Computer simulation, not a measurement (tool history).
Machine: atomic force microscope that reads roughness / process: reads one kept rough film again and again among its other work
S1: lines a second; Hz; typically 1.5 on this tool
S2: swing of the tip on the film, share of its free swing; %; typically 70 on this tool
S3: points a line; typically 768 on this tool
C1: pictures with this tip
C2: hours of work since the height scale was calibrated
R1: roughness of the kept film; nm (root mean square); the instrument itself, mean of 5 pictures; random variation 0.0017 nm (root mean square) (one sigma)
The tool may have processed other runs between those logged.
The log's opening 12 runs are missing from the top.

Run 13, day 5.275: usual settings; C1 37; C2 116. Result: R1 1.034 nm (root mean square).
Run 14, day 5.817: usual settings; C1 48; C2 122. Result: R1 1.03 nm (root mean square).
Run 15, day 6.1: usual settings but S1 1.88 Hz; C1 54; C2 126. Result: R1 1.01 nm (root mean square).
Run 16, day 6.379: usual settings; C1 60; C2 129. Result: R1 1.027 nm (root mean square).
Run 17, day 6.796: usual settings; C1 68; C2 134. Result: R1 1.03 nm (root mean square).
Run 18, day 7.329: usual settings but S2 56 %; C1 79; C2 140. Result: R1 1.078 nm (root mean square).
Run 19, day 7.767: usual settings but S2 56 %; C1 88; C2 145. Result: R1 1.074 nm (root mean square).
Run 20, day 8.133: usual settings but S2 56 %; C1 96; C2 150. Result: R1 1.07 nm (root mean square).
Run 21, day 8.696: usual settings but S2 56 %; C1 107; C2 156. Result: R1 1.073 nm (root mean square).
Run 22, day 9.308: usual settings; C1 120; C2 164. Result: R1 1.023 nm (root mean square).
Run 23, day 9.892: usual settings; C1 132; C2 170. Result: R1 1.024 nm (root mean square).
Run 24, day 10.229: usual settings; C1 139; C2 174. Result: R1 1.02 nm (root mean square).
At day 10.496: new tip fitted.
Run 25, day 10.583: usual settings; C1 1; C2 178. Result: R1 1.036 nm (root mean square).
Run 26, day 10.829: usual settings but S3 449; C1 7; C2 181. Result: R1 1.035 nm (root mean square).
Run 27, day 11.329: usual settings but S3 1009; C1 17; C2 187. Result: R1 1.034 nm (root mean square).
Run 28, day 11.767: usual settings but S1 0.98 Hz, S2 56 %; C1 26; C2 192. Result: R1 1.097 nm (root mean square).
Run 29, day 12.162: usual settings but S2 77 %, S3 840; C1 34; C2 197. Result: R1 0.996 nm (root mean square).
Run 30, day 12.417: usual settings but S2 77 %, S3 840; C1 39; C2 200. Result: R1 0.994 nm (root mean square).
Run 31, day 12.912: usual settings but S1 1.3 Hz, S2 64 %; C1 49; C2 206. Result: R1 1.065 nm (root mean square).
Run 32, day 13.404: usual settings but S1 1.3 Hz, S2 64 %; C1 59; C2 211. Result: R1 1.067 nm (root mean square).
Run 33, day 13.896: usual settings but S1 1.3 Hz, S2 64 %; C1 69; C2 217. Result: R1 1.064 nm (root mean square).
Run 34, day 14.3: usual settings but S1 1.3 Hz, S2 64 %; C1 78; C2 222. Result: R1 1.06 nm (root mean square).
At day 14.388: height scale calibrated on a step standard.
Run 35, day 14.75: usual settings but S1 2.27 Hz, S2 68 %, S3 842; C1 86; C2 4. Result: R1 0.999 nm (root mean square).
Run 36, day 15.371: usual settings but S1 3.34 Hz, S3 847; C1 99; C2 12. Result: R1 0.937 nm (root mean square).
Run 37, day 15.692: usual settings but S1 1.19 Hz, S2 58 %, S3 847; C1 105; C2 15. Result: R1 1.081 nm (root mean square).

Run 38 is up next; what results do you expect?
Run 38, day 16.292: usual settings but S1 0.71 Hz, S2 58 %, S3 698; C1 118; C2 22. Result: R1 ?.

R1: 1.093 nm (root mean square)
With no hidden state in the tool, this same run would have given R1 1.1 nm (root mean square).
